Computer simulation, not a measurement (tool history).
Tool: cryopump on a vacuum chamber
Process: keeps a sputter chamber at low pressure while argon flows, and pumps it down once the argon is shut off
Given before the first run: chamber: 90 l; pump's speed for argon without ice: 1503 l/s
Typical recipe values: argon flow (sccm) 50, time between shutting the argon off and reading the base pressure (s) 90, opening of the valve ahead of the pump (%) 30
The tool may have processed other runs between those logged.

run,hour,argon flow (sccm),time between shutting the argon off and reading the base pressure (s),opening of the valve ahead of the pump (%),pressure while argon flows (Pa),pressure after the wait (uPa)
1,0.0,50,90,30,0.1877,1.14
2,16.1,50,90,28,0.2017,1.24
3,40.7,50,90,28,0.2018,1.23
4,59.5,50,90,28,0.2039,1.21
5,79.4,50,45,30,0.1889,2.15
6,104.8,41,45,30,0.1558,2.17
7,122.8,41,45,30,0.1546,2.10
8,136.9,41,45,30,0.1545,2.10
9,159.7,41,45,30,0.1535,2.20
10,173.2,78,90,30,0.2963,1.24
11,194.5,78,90,30,0.2940,1.27
12,209.2,78,90,30,0.2949,1.24
13,233.8,50,90,30,0.1905,1.24
14,249.5,50,90,30,0.1906,1.28
15,263.9,50,90,30,0.1892,1.24
16,283.9,53,90,30,0.2019,1.32
17,310.1,53,90,30,0.2016,1.26
18,336.0,50,90,30,0.1892,1.26

Estimate the outcome of run 19 from the log above:
19,353.4,50,90,30,?,?

{"run 19": {"pressure while argon flows (Pa)": 0.19, "pressure after the wait (uPa)": 1.22}}
Had the tool carried no hidden state, the very same run would have given pressure while argon flows (Pa) 0.1875, pressure after the wait (uPa) 1.07.

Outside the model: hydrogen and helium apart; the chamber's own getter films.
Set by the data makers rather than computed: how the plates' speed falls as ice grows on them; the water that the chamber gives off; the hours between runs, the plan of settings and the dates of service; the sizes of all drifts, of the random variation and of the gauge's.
